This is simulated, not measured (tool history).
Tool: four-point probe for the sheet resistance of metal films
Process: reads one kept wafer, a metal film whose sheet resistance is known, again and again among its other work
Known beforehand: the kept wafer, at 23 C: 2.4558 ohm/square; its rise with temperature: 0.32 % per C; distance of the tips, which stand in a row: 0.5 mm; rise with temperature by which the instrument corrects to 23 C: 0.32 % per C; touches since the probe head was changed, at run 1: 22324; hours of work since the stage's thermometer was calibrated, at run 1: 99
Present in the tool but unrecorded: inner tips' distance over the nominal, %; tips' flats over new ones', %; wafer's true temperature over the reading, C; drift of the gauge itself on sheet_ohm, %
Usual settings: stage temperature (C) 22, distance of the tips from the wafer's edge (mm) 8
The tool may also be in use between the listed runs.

run	hour	stage temperature (C)	distance of the tips from the wafer's edge (mm)	touches since the probe head was changed	hours of work since the stage's thermometer was calibrated	sheet resistance as the instrument gives it (ohm/square)
1	0.0	22	8	22324	99	2.461624
2	30.0	22	47	23712	119	2.456118
3	63.9	22	34	25279	141	2.455404
4	117.7	22	34	27764	177	2.456546
5	152.5	22	34	29373	200	2.456222
6	201.8	22	34	31653	232	2.455546
7	256.8	23	8	34195	269	2.460835
8	292.1	23	8	35827	292	2.460110
9	323.4	18	8	37270	313	2.460514
10	350.8	28	32	38537	331	2.455128

Alternative continuations, all from the tool just after run 10; predict every row:
A	390.1	18	8	40355	357	?
B	390.1	22	7	40355	357	?
C	390.1	23	9	40355	357	?
D	390.1	18	10	40355	357	?

run	sheet resistance as the instrument gives it (ohm/square)
A	2.460293
B	2.462655
C	2.459043
D	2.458110
Take away the tool's hidden state, keep each run's random variation, and the runs would have read:
run	sheet resistance as the instrument gives it (ohm/square)
A	2.460364
B	2.462726
C	2.459114
D	2.458182

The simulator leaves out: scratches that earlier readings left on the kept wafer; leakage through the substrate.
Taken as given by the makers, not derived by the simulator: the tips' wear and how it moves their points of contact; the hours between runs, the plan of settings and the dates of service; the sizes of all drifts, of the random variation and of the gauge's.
